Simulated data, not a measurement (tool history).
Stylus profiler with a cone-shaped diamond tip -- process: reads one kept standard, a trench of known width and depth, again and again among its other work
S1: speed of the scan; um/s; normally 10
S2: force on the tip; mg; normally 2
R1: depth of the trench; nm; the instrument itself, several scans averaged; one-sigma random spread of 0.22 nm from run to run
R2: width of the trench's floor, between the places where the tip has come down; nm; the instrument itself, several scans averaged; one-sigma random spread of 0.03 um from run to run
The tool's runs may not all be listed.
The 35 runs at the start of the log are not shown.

{"run": 36, "hour": 3716.6, "S1": 2, "S2": 0.97, "R1": 1004.07, "R2": 22130}
{"run": 37, "hour": 3797.2, "S1": 2, "S2": 1.77, "R1": 1006.7, "R2": 22170}
{"run": 38, "hour": 3880.2, "S1": 8, "S2": 4.11, "R1": 1011.3, "R2": 22050}
{"hour": 3894.8, "done": "new tip fitted, height scale calibrated"}
{"run": 39, "hour": 4018.5, "S1": 39, "S2": 4.79, "R1": 1012.33, "R2": 25710}
{"run": 40, "hour": 4097.7, "S1": 5, "S2": 1.26, "R1": 1004.96, "R2": 25720}
{"run": 41, "hour": 4199.7, "S1": 5, "S2": 1.26, "R1": 1005.71, "R2": 25640}
{"run": 42, "hour": 4304.1, "S1": 5, "S2": 1.26, "R1": 1005.3, "R2": 25560}
{"run": 43, "hour": 4377.3, "S1": 10, "S2": 2.6, "R1": 1008.56, "R2": 25500}
{"run": 44, "hour": 4489.9, "S1": 10, "S2": 2.6, "R1": 1008.88, "R2": 25380}
{"run": 45, "hour": 4621.2, "S1": 24, "S2": 4.98, "R1": 1013.1, "R2": 25260}
{"run": 46, "hour": 4747.6, "S1": 6, "S2": 0.94, "R1": 1004.95, "R2": 25210}

Consider 4 possible next runs. They are alternatives, not a sequence: every one starts from the tool as it was left by run 46. What does each give?
{"run": "A", "hour": 4804.7, "S1": 5, "S2": 0.93, "R1": "?", "R2": "?"}
{"run": "B", "hour": 4804.7, "S1": 2, "S2": 1.96, "R1": "?", "R2": "?"}
{"run": "C", "hour": 4804.7, "S1": 20, "S2": 5.41, "R1": "?", "R2": "?"}
{"run": "D", "hour": 4804.7, "S1": 17, "S2": 0.94, "R1": "?", "R2": "?"}

run=A R1=1005.26 R2=25180
run=B R1=1007.88 R2=25130
run=C R1=1014.23 R2=25100
run=D R1=1005.19 R2=25070
Stripped of hidden state, with their random variation kept, the same runs would have yielded:
run=A R1=1004.22 R2=26020
run=B R1=1006.83 R2=25970
run=C R1=1013.18 R2=25940
run=D R1=1004.15 R2=25910

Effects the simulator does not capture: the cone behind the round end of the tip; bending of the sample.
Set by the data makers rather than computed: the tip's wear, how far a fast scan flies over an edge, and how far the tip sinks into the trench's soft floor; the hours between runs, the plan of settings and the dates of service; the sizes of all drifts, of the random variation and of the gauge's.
